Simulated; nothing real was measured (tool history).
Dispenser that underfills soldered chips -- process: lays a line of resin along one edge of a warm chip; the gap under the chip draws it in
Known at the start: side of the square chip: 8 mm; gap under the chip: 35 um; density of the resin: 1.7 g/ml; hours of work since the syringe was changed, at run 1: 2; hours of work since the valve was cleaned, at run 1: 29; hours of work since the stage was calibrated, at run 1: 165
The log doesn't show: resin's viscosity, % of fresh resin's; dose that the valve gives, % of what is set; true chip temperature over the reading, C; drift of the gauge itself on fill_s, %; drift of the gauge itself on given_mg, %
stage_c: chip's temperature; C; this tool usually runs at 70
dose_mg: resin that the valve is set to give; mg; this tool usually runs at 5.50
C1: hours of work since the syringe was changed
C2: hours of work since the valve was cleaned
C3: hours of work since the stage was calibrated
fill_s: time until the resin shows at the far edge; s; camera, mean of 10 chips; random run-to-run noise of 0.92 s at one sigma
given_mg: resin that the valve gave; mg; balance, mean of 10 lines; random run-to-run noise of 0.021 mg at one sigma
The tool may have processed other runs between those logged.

Run 1, hour 0.0: usual settings; C1 2; C2 29; C3 165. Result: fill_s 93.8 s, given_mg 5.37 mg.
At hour 10.2: new syringe of resin.
Run 2, hour 10.2: usual settings; C1 0; C2 36; C3 171. Result: fill_s 84.3 s, given_mg 5.32 mg.
Run 3, hour 16.7: usual settings; C1 4; C2 40; C3 175. Result: fill_s 108.5 s, given_mg 5.30 mg.
Run 4, hour 21.1: usual settings; C1 7; C2 43; C3 178. Result: fill_s 125.0 s, given_mg 5.32 mg.
At hour 24.0: new syringe of resin.
Run 5, hour 26.4: usual settings; C1 2; C2 46; C3 181. Result: fill_s 93.0 s, given_mg 5.27 mg.
Run 6, hour 35.7: usual settings but dose_mg 5.86 mg; C1 8; C2 52; C3 187. Result: fill_s 126.0 s, given_mg 5.63 mg.
At hour 37.7: new syringe of resin.
Run 7, hour 40.5: usual settings but dose_mg 6.44 mg; C1 2; C2 55; C3 190. Result: fill_s 91.3 s, given_mg 6.13 mg.
Run 8, hour 49.1: usual settings but dose_mg 6.44 mg; C1 7; C2 61; C3 196. Result: fill_s 122.4 s, given_mg 6.11 mg.
At hour 51.2: new syringe of resin.
Run 9, hour 57.2: usual settings but dose_mg 6.44 mg; C1 4; C2 66; C3 201. Result: fill_s 101.4 s, given_mg 6.09 mg.
At hour 64.6: dispensing valve cleaned and set on the balance.
At hour 65.9: new syringe of resin.
Run 10, hour 65.9: usual settings but dose_mg 5.42 mg; C1 0; C2 1; C3 205. Result: fill_s 85.1 s, given_mg 5.41 mg.
Run 11, hour 74.1: usual settings but dose_mg 5.42 mg; C1 5; C2 6; C3 211. Result: fill_s 114.3 s, given_mg 5.38 mg.
At hour 79.3: new syringe of resin.
Run 12, hour 83.9: usual settings but dose_mg 5.42 mg; C1 3; C2 12; C3 217. Result: fill_s 98.6 s, given_mg 5.33 mg.
Run 13, hour 89.2: usual settings but stage_c 66 C, dose_mg 5.58 mg; C1 6; C2 15; C3 220. Result: fill_s 147.2 s, given_mg 5.47 mg.
At hour 93.2: new syringe of resin.
Run 14, hour 95.9: usual settings but stage_c 57 C, dose_mg 6.64 mg; C1 2; C2 20; C3 225. Result: fill_s 187.8 s, given_mg 6.50 mg.
Run 15, hour 104.5: usual settings but stage_c 57 C, dose_mg 6.64 mg; C1 7; C2 25; C3 230. Result: fill_s 250.5 s, given_mg 6.49 mg.

Run 16 has not been measured yet. What should we expect?
At hour 107.1: new syringe of resin.
Run 16, hour 111.9: usual settings but stage_c 83 C, dose_mg 6.61 mg; C1 3; C2 30; C3 235. Result: fill_s ?, given_mg ?.

fill_s: 49.2 s
given_mg: 6.44 mg
Were there no unlogged condition in the tool, this run, its random variation unchanged, would have produced fill_s 43.3 s, given_mg 6.62 mg.

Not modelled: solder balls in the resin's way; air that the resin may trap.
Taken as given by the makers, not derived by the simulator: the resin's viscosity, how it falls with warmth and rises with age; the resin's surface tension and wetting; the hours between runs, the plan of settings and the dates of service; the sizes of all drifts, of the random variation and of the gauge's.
